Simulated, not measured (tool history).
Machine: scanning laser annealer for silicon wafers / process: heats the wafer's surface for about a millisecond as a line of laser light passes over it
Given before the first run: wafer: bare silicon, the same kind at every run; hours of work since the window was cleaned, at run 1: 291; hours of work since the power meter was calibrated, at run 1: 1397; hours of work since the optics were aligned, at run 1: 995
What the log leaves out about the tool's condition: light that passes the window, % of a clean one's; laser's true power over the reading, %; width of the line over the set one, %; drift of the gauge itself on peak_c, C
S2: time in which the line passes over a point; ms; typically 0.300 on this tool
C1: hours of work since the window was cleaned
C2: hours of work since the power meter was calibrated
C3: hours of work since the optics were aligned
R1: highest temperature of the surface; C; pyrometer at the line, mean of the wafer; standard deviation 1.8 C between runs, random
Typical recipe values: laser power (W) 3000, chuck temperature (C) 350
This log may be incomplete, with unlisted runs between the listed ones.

Run 1, hour 0.0: usual settings; C1 291; C2 1397; C3 995. Result: R1 1026 C.
Run 2, hour 56.0: usual settings; C1 322; C2 1427; C3 1025. Result: R1 1021 C.
Run 3, hour 110.7: usual settings; C1 352; C2 1457; C3 1055. Result: R1 1020 C.
Run 4, hour 169.9: usual settings but chuck temperature (C) 351; C1 384; C2 1490; C3 1088. Result: R1 1015 C.
Run 5, hour 209.2: usual settings but chuck temperature (C) 351; C1 406; C2 1512; C3 1110. Result: R1 1018 C.
Run 6, hour 243.7: usual settings but S2 0.237 ms; C1 425; C2 1530; C3 1128. Result: R1 950 C.
Run 7, hour 296.3: usual settings; C1 454; C2 1559; C3 1157. Result: R1 1012 C.
Run 8, hour 357.5: usual settings; C1 487; C2 1593; C3 1191. Result: R1 1011 C.
At hour 374.0: window over the wafer cleaned.
Run 9, hour 387.2: usual settings; C1 7; C2 1608; C3 1206. Result: R1 1037 C.
Run 10, hour 446.7: usual settings but chuck temperature (C) 333; C1 40; C2 1641; C3 1239. Result: R1 1016 C.
Run 11, hour 512.0: usual settings but chuck temperature (C) 333; C1 76; C2 1677; C3 1275. Result: R1 1012 C.
Run 12, hour 541.3: usual settings but laser power (W) 3157; C1 92; C2 1693; C3 1291. Result: R1 1075 C.
Run 13, hour 574.8: usual settings; C1 110; C2 1711; C3 1309. Result: R1 1029 C.
Run 14, hour 604.0: usual settings; C1 126; C2 1727; C3 1325. Result: R1 1029 C.
Run 15, hour 645.7: usual settings; C1 149; C2 1750; C3 1348. Result: R1 1023 C.
Run 16, hour 700.4: usual settings; C1 179; C2 1780; C3 1378. Result: R1 1022 C.
Run 17, hour 742.0: usual settings; C1 202; C2 1803; C3 1401. Result: R1 1024 C.
Run 18, hour 778.9: usual settings but S2 0.236 ms; C1 222; C2 1823; C3 1421. Result: R1 951 C.
Run 19, hour 807.6: usual settings but S2 0.236 ms; C1 238; C2 1839; C3 1437. Result: R1 955 C.
At hour 821.3: optics aligned, line set to its width.
Run 20, hour 854.7: usual settings but S2 0.224 ms, chuck temperature (C) 334; C1 261; C2 1862; C3 18. Result: R1 907 C.
Run 21, hour 914.9: usual settings but laser power (W) 2845, S2 0.324 ms, chuck temperature (C) 344; C1 294; C2 1895; C3 51. Result: R1 973 C.
At hour 938.9: optics aligned, line set to its width, once more.
Run 22, hour 950.9: usual settings but laser power (W) 3048, S2 0.216 ms; C1 311; C2 1912; C3 7. Result: R1 965 C.
Run 23, hour 1001.3: usual settings but laser power (W) 3001, S2 0.379 ms, chuck temperature (C) 388; C1 339; C2 1940; C3 34. Result: R1 1153 C.
Run 24, hour 1031.7: usual settings but laser power (W) 3001, S2 0.379 ms, chuck temperature (C) 388; C1 355; C2 1956; C3 51. Result: R1 1150 C.
Run 25, hour 1060.2: usual settings but laser power (W) 2860, S2 0.357 ms, chuck temperature (C) 335; C1 371; C2 1972; C3 67. Result: R1 1032 C.
Run 26, hour 1106.8: usual settings but laser power (W) 3049, S2 0.292 ms, chuck temperature (C) 330; C1 397; C2 1998; C3 92. Result: R1 1023 C.
Run 27, hour 1169.0: usual settings but laser power (W) 3049, S2 0.292 ms, chuck temperature (C) 330; C1 431; C2 2032; C3 126. Result: R1 1019 C.
Run 28, hour 1224.1: usual settings but laser power (W) 3051, S2 0.272 ms, chuck temperature (C) 330; C1 461; C2 2062; C3 156. Result: R1 1000 C.
Run 29, hour 1272.3: usual settings but laser power (W) 3051, S2 0.272 ms, chuck temperature (C) 330; C1 487; C2 2088; C3 183. Result: R1 1001 C.
At hour 1285.8: window over the wafer cleaned.
Run 30, hour 1301.7: usual settings but laser power (W) 3051, S2 0.281 ms, chuck temperature (C) 330; C1 9; C2 2103; C3 198. Result: R1 1030 C.
Run 31, hour 1348.4: usual settings but laser power (W) 3051, S2 0.281 ms, chuck temperature (C) 376; C1 34; C2 2129; C3 224. Result: R1 1077 C.
Run 32, hour 1380.9: usual settings but laser power (W) 3105, S2 0.281 ms, chuck temperature (C) 343; C1 52; C2 2147; C3 241. Result: R1 1056 C.
Run 33, hour 1432.1: usual settings but laser power (W) 3080, S2 0.366 ms, chuck temperature (C) 382; C1 80; C2 2175; C3 270. Result: R1 1173 C.
Run 34, hour 1494.9: usual settings but S2 0.271 ms, chuck temperature (C) 322; C1 115; C2 2209; C3 304. Result: R1 989 C.
Run 35, hour 1544.0: usual settings but S2 0.271 ms, chuck temperature (C) 322; C1 142; C2 2236; C3 331. Result: R1 988 C.
Run 36, hour 1610.0: usual settings but laser power (W) 2736; C1 178; C2 2273; C3 367. Result: R1 964 C.
Run 37, hour 1644.2: usual settings but laser power (W) 3141, S2 0.217 ms, chuck temperature (C) 341; C1 197; C2 2291; C3 386. Result: R1 978 C.

Consider 3 possible next runs. They are alternatives, not a sequence: every one starts from the tool as it was left by run 37. What does each give?
Run A, hour 1693.8: usual settings but laser power (W) 3262, S2 0.256 ms, chuck temperature (C) 311; C1 224; C2 2319; C3 413. Result: R1 ?.
Run B, hour 1693.8: usual settings but laser power (W) 3073, S2 0.306 ms, chuck temperature (C) 338; C1 224; C2 2319; C3 413. Result: R1 ?.
Run C, hour 1693.8: usual settings but laser power (W) 3270, S2 0.236 ms, chuck temperature (C) 356; C1 224; C2 2319; C3 413. Result: R1 ?.

run    R1
  A  1030
  B  1060
  C  1055
Without the tool's unlogged condition, the same runs would have read:
run    R1
  A  1044
  B  1074
  C  1068
